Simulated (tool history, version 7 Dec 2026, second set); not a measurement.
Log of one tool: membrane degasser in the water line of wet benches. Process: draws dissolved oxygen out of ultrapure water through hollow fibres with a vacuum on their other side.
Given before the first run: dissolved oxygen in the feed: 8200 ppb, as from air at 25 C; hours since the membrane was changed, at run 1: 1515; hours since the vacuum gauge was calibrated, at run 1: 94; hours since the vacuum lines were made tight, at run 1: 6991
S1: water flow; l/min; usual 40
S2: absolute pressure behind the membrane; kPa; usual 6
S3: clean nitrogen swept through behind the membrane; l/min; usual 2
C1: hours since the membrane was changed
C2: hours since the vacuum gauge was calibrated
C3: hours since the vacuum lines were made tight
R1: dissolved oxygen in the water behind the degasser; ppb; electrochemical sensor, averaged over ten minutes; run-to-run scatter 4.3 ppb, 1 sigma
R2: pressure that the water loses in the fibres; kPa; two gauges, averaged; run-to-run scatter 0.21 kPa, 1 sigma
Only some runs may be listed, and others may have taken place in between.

Run 1, hour 0: usual settings; C1 1515; C2 94; C3 6991. Result: R1 433 ppb, R2 50.51 kPa.
Run 2, hour 32.8: usual settings; C1 1548; C2 126; C3 7024. Result: R1 431.8 ppb, R2 50.84 kPa.
Run 3, hour 74.7: usual settings; C1 1590; C2 168; C3 7066. Result: R1 432 ppb, R2 50.61 kPa.
Run 4, hour 117.4: usual settings; C1 1633; C2 211; C3 7109. Result: R1 435 ppb, R2 50.46 kPa.
Run 5, hour 136.9: usual settings; C1 1652; C2 231; C3 7128. Result: R1 437.6 ppb, R2 50.28 kPa.
Run 6, hour 157.9: usual settings; C1 1673; C2 252; C3 7149. Result: R1 433.7 ppb, R2 50.84 kPa.
Run 7, hour 186.8: usual settings; C1 1702; C2 280; C3 7178. Result: R1 434.6 ppb, R2 50.28 kPa.
Run 8, hour 226.3: usual settings; C1 1742; C2 320; C3 7218. Result: R1 436.8 ppb, R2 50.59 kPa.
Run 9, hour 258.6: usual settings; C1 1774; C2 352; C3 7250. Result: R1 437.3 ppb, R2 50.67 kPa.
Run 10, hour 288.7: usual settings; C1 1804; C2 382; C3 7280. Result: R1 443.5 ppb, R2 50.36 kPa.
Run 11, hour 328.5: usual settings but S3 1.48 l/min; C1 1844; C2 422; C3 7320. Result: R1 472.6 ppb, R2 50.77 kPa.
Run 12, hour 350.3: usual settings but S3 1.48 l/min; C1 1866; C2 444; C3 7342. Result: R1 471.9 ppb, R2 50.69 kPa.
Run 13, hour 385: usual settings but S1 26 l/min, S2 9.42 kPa, S3 1.74 l/min; C1 1900; C2 479; C3 7376. Result: R1 383.8 ppb, R2 32.92 kPa.
Run 14, hour 416.8: usual settings but S1 25 l/min, S2 8.14 kPa; C1 1932; C2 510; C3 7408. Result: R1 301.9 ppb, R2 31.67 kPa.
Run 15, hour 437.9: usual settings but S1 46 l/min, S2 5.53 kPa, S3 3.05 l/min; C1 1953; C2 531; C3 7429. Result: R1 458 ppb, R2 58.54 kPa.
At hour 442.1: vacuum gauge calibrated.
Run 16, hour 485.8: usual settings but S1 38 l/min, S2 4.88 kPa, S3 5.94 l/min; C1 2001; C2 44; C3 7476. Result: R1 328.6 ppb, R2 47.71 kPa.
Run 17, hour 509.2: usual settings but S1 32 l/min, S2 13.65 kPa, S3 1.61 l/min; C1 2024; C2 67; C3 7500. Result: R1 662.9 ppb, R2 40.71 kPa.
Run 18, hour 548.5: usual settings but S1 30 l/min; C1 2063; C2 106; C3 7539. Result: R1 317.5 ppb, R2 38.18 kPa.
At hour 566.2: vacuum gauge calibrated, once more.
Run 19, hour 577.1: usual settings but S1 49 l/min, S2 8.64 kPa, S3 3.2 l/min; C1 2091; C2 11; C3 7567. Result: R1 590.5 ppb, R2 61.82 kPa.
Run 20, hour 599.8: usual settings but S1 38 l/min, S2 8.64 kPa, S3 2.13 l/min; C1 2114; C2 34; C3 7590. Result: R1 505.5 ppb, R2 47.69 kPa.
Run 21, hour 639: usual settings but S1 38 l/min, S2 7.21 kPa, S3 3.73 l/min; C1 2153; C2 73; C3 7629. Result: R1 391.7 ppb, R2 48.41 kPa.
Run 22, hour 674.8: usual settings but S1 45 l/min, S2 4.52 kPa, S3 2.22 l/min; C1 2189; C2 109; C3 7665. Result: R1 436.7 ppb, R2 56.75 kPa.
Run 23, hour 708.8: usual settings but S1 57 l/min, S2 4.66 kPa, S3 2.06 l/min; C1 2223; C2 143; C3 7699. Result: R1 578.5 ppb, R2 72.32 kPa.
Run 24, hour 744.9: usual settings but S1 57 l/min, S2 4.66 kPa, S3 1.92 l/min; C1 2259; C2 179; C3 7735. Result: R1 570.7 ppb, R2 72.13 kPa.

Had the tool no unlogged condition, and each run kept its random variation, what would the results have been?
The tool's hidden condition here consists of: membrane still open, %; true pressure behind the membrane over the reading, kPa; air that leaks in behind the membrane, l/min; drift of the gauge itself on oxygen_ppb, %; drift of the gauge itself on loss_of_pressure_kpa, %.
run     R1     R2
  1  423.4  50.11
  2    422  50.43
  3  421.9  50.19
  4  424.6  50.03
  5    427  49.85
  6    423   50.4
  7  423.7  49.83
  8  425.6  50.13
  9  425.9   50.2
 10  431.7  49.89
 11  460.5  50.28
 12  459.7   50.2
 13  372.9  32.59
 14  292.2  31.35
 15  444.6  57.94
 16  317.2  47.21
 17    648  40.28
 18    306  37.77
 19  573.6  61.14
 20  490.3  47.16
 21  377.9  47.87
 22    420  56.09
 23  558.3  71.47
 24  550.5  71.27

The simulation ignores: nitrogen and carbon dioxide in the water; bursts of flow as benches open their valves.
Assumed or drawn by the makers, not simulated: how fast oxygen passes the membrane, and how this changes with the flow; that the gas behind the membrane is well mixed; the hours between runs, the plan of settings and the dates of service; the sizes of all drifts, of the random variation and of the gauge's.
